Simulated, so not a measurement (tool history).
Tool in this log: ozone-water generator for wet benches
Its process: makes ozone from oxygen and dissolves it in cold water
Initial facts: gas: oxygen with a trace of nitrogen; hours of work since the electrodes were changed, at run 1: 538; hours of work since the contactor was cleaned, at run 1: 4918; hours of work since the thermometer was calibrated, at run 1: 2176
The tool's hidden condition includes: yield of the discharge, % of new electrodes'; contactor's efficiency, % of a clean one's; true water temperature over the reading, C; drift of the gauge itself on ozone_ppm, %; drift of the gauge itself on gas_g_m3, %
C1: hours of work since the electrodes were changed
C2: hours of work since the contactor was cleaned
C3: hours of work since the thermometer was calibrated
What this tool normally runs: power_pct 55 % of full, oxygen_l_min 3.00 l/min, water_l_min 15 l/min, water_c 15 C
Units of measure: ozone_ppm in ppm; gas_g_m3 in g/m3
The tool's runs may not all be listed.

{"run": 1, "day": 0.0, "power_pct": 55, "oxygen_l_min": 3.0, "water_l_min": 15, "water_c": 15, "C1": 538, "C2": 4918, "C3": 2176, "ozone_ppm": 12.5, "gas_g_m3": 125.6}
{"run": 2, "day": 1.975, "power_pct": 55, "oxygen_l_min": 3.0, "water_l_min": 15, "water_c": 15, "C1": 571, "C2": 4951, "C3": 2209, "ozone_ppm": 12.5, "gas_g_m3": 125.5}
{"run": 3, "day": 5.533, "power_pct": 55, "oxygen_l_min": 3.0, "water_l_min": 15, "water_c": 15, "C1": 631, "C2": 5011, "C3": 2269, "ozone_ppm": 12.7, "gas_g_m3": 124.5}
{"run": 4, "day": 8.425, "power_pct": 55, "oxygen_l_min": 3.0, "water_l_min": 15, "water_c": 15, "C1": 679, "C2": 5059, "C3": 2317, "ozone_ppm": 12.4, "gas_g_m3": 125.0}
{"run": 5, "day": 9.988, "power_pct": 55, "oxygen_l_min": 3.0, "water_l_min": 15, "water_c": 15, "C1": 705, "C2": 5085, "C3": 2343, "ozone_ppm": 12.7, "gas_g_m3": 125.2}
{"run": 6, "day": 12.421, "power_pct": 55, "oxygen_l_min": 3.0, "water_l_min": 15, "water_c": 15, "C1": 746, "C2": 5126, "C3": 2384, "ozone_ppm": 12.6, "gas_g_m3": 125.5}
{"run": 7, "day": 14.192, "power_pct": 55, "oxygen_l_min": 3.0, "water_l_min": 15, "water_c": 15, "C1": 776, "C2": 5156, "C3": 2414, "ozone_ppm": 12.7, "gas_g_m3": 125.0}
{"run": 8, "day": 16.667, "power_pct": 55, "oxygen_l_min": 3.0, "water_l_min": 15, "water_c": 15, "C1": 817, "C2": 5197, "C3": 2455, "ozone_ppm": 12.6, "gas_g_m3": 125.1}
{"run": 9, "day": 18.683, "power_pct": 55, "oxygen_l_min": 3.0, "water_l_min": 15, "water_c": 15, "C1": 851, "C2": 5231, "C3": 2489, "ozone_ppm": 12.8, "gas_g_m3": 124.6}
{"run": 10, "day": 20.417, "power_pct": 55, "oxygen_l_min": 3.0, "water_l_min": 15, "water_c": 15, "C1": 880, "C2": 5260, "C3": 2518, "ozone_ppm": 12.3, "gas_g_m3": 124.8}
{"run": 11, "day": 22.117, "power_pct": 55, "oxygen_l_min": 3.0, "water_l_min": 15, "water_c": 15, "C1": 908, "C2": 5289, "C3": 2547, "ozone_ppm": 12.4, "gas_g_m3": 124.4}
{"run": 12, "day": 25.762, "power_pct": 55, "oxygen_l_min": 3.0, "water_l_min": 15, "water_c": 15, "C1": 969, "C2": 5350, "C3": 2608, "ozone_ppm": 12.4, "gas_g_m3": 123.9}
{"run": 13, "day": 27.683, "power_pct": 55, "oxygen_l_min": 3.0, "water_l_min": 20, "water_c": 15, "C1": 1002, "C2": 5382, "C3": 2640, "ozone_ppm": 9.5, "gas_g_m3": 123.6}
{"day": 30.121, "done": "contactor cleaned"}
{"run": 14, "day": 30.121, "power_pct": 55, "oxygen_l_min": 3.0, "water_l_min": 20, "water_c": 15, "C1": 1040, "C2": 0, "C3": 2678, "ozone_ppm": 9.7, "gas_g_m3": 124.4}
{"run": 15, "day": 32.792, "power_pct": 55, "oxygen_l_min": 3.0, "water_l_min": 20, "water_c": 15, "C1": 1084, "C2": 45, "C3": 2723, "ozone_ppm": 9.9, "gas_g_m3": 123.7}
{"run": 16, "day": 35.038, "power_pct": 55, "oxygen_l_min": 3.0, "water_l_min": 20, "water_c": 15, "C1": 1122, "C2": 82, "C3": 2760, "ozone_ppm": 9.8, "gas_g_m3": 124.3}
{"run": 17, "day": 38.196, "power_pct": 55, "oxygen_l_min": 3.0, "water_l_min": 15, "water_c": 11, "C1": 1175, "C2": 135, "C3": 2813, "ozone_ppm": 13.4, "gas_g_m3": 124.6}
{"run": 18, "day": 40.65, "power_pct": 51, "oxygen_l_min": 3.0, "water_l_min": 21, "water_c": 11, "C1": 1216, "C2": 176, "C3": 2854, "ozone_ppm": 9.5, "gas_g_m3": 116.7}
{"run": 19, "day": 44.15, "power_pct": 52, "oxygen_l_min": 5.24, "water_l_min": 13, "water_c": 16, "C1": 1275, "C2": 235, "C3": 2913, "ozone_ppm": 14.9, "gas_g_m3": 96.5}
{"run": 20, "day": 46.988, "power_pct": 52, "oxygen_l_min": 5.24, "water_l_min": 13, "water_c": 16, "C1": 1322, "C2": 283, "C3": 2960, "ozone_ppm": 14.9, "gas_g_m3": 97.7}
{"run": 21, "day": 49.817, "power_pct": 57, "oxygen_l_min": 3.0, "water_l_min": 15, "water_c": 17, "C1": 1370, "C2": 330, "C3": 3008, "ozone_ppm": 12.8, "gas_g_m3": 125.7}
{"run": 22, "day": 51.967, "power_pct": 55, "oxygen_l_min": 3.0, "water_l_min": 15, "water_c": 11, "C1": 1406, "C2": 366, "C3": 3044, "ozone_ppm": 13.3, "gas_g_m3": 122.9}
{"run": 23, "day": 55.279, "power_pct": 47, "oxygen_l_min": 3.0, "water_l_min": 15, "water_c": 13, "C1": 1461, "C2": 421, "C3": 3099, "ozone_ppm": 11.7, "gas_g_m3": 111.2}
{"run": 24, "day": 58.562, "power_pct": 47, "oxygen_l_min": 3.0, "water_l_min": 15, "water_c": 13, "C1": 1516, "C2": 476, "C3": 3154, "ozone_ppm": 11.9, "gas_g_m3": 112.3}
{"run": 25, "day": 61.738, "power_pct": 62, "oxygen_l_min": 3.0, "water_l_min": 15, "water_c": 13, "C1": 1569, "C2": 530, "C3": 3207, "ozone_ppm": 14.2, "gas_g_m3": 132.7}
{"run": 26, "day": 64.029, "power_pct": 62, "oxygen_l_min": 3.0, "water_l_min": 15, "water_c": 13, "C1": 1608, "C2": 568, "C3": 3246, "ozone_ppm": 13.9, "gas_g_m3": 132.6}
{"run": 27, "day": 67.554, "power_pct": 85, "oxygen_l_min": 3.76, "water_l_min": 14, "water_c": 18, "C1": 1667, "C2": 627, "C3": 3305, "ozone_ppm": 18.0, "gas_g_m3": 151.0}
{"run": 28, "day": 69.054, "power_pct": 85, "oxygen_l_min": 3.76, "water_l_min": 14, "water_c": 18, "C1": 1692, "C2": 652, "C3": 3330, "ozone_ppm": 18.1, "gas_g_m3": 150.1}
{"run": 29, "day": 71.446, "power_pct": 85, "oxygen_l_min": 3.76, "water_l_min": 14, "water_c": 18, "C1": 1732, "C2": 692, "C3": 3370, "ozone_ppm": 18.2, "gas_g_m3": 151.5}
{"run": 30, "day": 74.012, "power_pct": 55, "oxygen_l_min": 3.0, "water_l_min": 15, "water_c": 12, "C1": 1775, "C2": 735, "C3": 3413, "ozone_ppm": 13.2, "gas_g_m3": 121.4}
{"run": 31, "day": 77.512, "power_pct": 55, "oxygen_l_min": 3.0, "water_l_min": 15, "water_c": 12, "C1": 1833, "C2": 794, "C3": 3472, "ozone_ppm": 13.0, "gas_g_m3": 122.8}
{"run": 32, "day": 79.546, "power_pct": 55, "oxygen_l_min": 3.0, "water_l_min": 15, "water_c": 12, "C1": 1868, "C2": 828, "C3": 3506, "ozone_ppm": 13.1, "gas_g_m3": 123.1}
{"run": 33, "day": 81.704, "power_pct": 55, "oxygen_l_min": 4.89, "water_l_min": 15, "water_c": 18, "C1": 1904, "C2": 864, "C3": 3542, "ozone_ppm": 13.5, "gas_g_m3": 101.4}

A few steps of ozone_ppm between consecutive runs. Split each: what settings, incoming material and random variation would produce without the hidden state, and what is left over for the hidden state, along with gauge scatter present in only one of the two compared results (measured, and without hidden state):
Run 13 -> 14: contactor cleaned. ozone_ppm +0.2 ppm: hidden state +0.4, all else -0.2.
Run 16 -> 17: water_l_min 20 -> 15, water_c 15 -> 11. ozone_ppm +3.6 ppm: hidden state -0.2, all else +3.8.
Run 18 -> 19: power_pct 51 -> 52, oxygen_l_min 3.00 -> 5.24, water_l_min 21 -> 13, water_c 11 -> 16. ozone_ppm +5.4 ppm: hidden state -0.2, all else +5.6.
Run 26 -> 27: power_pct 62 -> 85, oxygen_l_min 3.00 -> 3.76, water_l_min 15 -> 14, water_c 13 -> 18. ozone_ppm +4.1 ppm: hidden state -0.2, all else +4.3.
Run 29 -> 30: power_pct 85 -> 55, oxygen_l_min 3.76 -> 3.00, water_l_min 14 -> 15, water_c 18 -> 12. ozone_ppm -5.0 ppm: hidden state +0.2, all else -5.2.
